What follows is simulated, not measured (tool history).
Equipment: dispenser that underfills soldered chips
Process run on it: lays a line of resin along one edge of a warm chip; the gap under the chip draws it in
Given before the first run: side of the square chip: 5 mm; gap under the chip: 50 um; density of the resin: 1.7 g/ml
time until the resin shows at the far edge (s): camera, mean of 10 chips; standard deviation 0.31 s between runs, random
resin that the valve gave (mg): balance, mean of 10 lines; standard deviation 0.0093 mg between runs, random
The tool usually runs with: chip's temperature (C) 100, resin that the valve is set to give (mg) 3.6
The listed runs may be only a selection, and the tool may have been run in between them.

run   hour  chip's temperature (C)  resin that the valve is set to give (mg)  time until the resin shows at the far edge (s)  resin that the valve gave (mg)
  1    0.0                     100                                       3.6                                            15.4                           3.603
       2.6  -- new syringe of resin
      15.5  -- new syringe of resin
  2   17.5                     100                                       3.6                                            10.6                           3.588
      29.4  -- new syringe of resin
  3   34.8                     100                                       3.6                                            11.5                           3.558
      42.7  -- new syringe of resin
  4   43.5                     100                                       3.6                                             9.7                           3.562
      56.3  -- new syringe of resin
  5   60.5                     100                                       3.6                                            11.6                           3.534
      69.5  -- new syringe of resin
  6   72.4                     100                                       3.6                                            10.5                           3.525
      82.0  -- new syringe of resin
  7   88.4                     100                                       3.6                                            12.6                           3.503
      95.8  -- new syringe of resin
  8   99.6                     100                                       3.6                                            10.6                           3.493
     108.6  -- new syringe of resin
  9  114.8                     113                                       3.6                                             7.3                           3.460
     122.1  -- new syringe of resin
 10  125.5                     113                                       3.6                                             6.8                           3.456
     135.1  -- new syringe of resin
 11  140.1                     113                                       3.6                                             7.1                           3.430
     148.5  -- new syringe of resin
     157.9  -- dispensing valve cleaned and set on the balance
 12  158.4                      86                                       3.6                                            24.4                           3.603
     162.4  -- new syringe of resin
 13  171.2                     100                                       3.6                                            13.8                           3.575

The next listed run, before its measurement:
     175.1  -- new syringe of resin
     188.3  -- new syringe of resin
 14  189.2                     100                                       3.6                                               ?                               ?

For run 14 the tool returned time until the resin shows at the far edge (s) 9.9, resin that the valve gave (mg) 3.551.
The same run, on a tool lacking any hidden state, would have yielded time until the resin shows at the far edge (s) 9.6, resin that the valve gave (mg) 3.592.
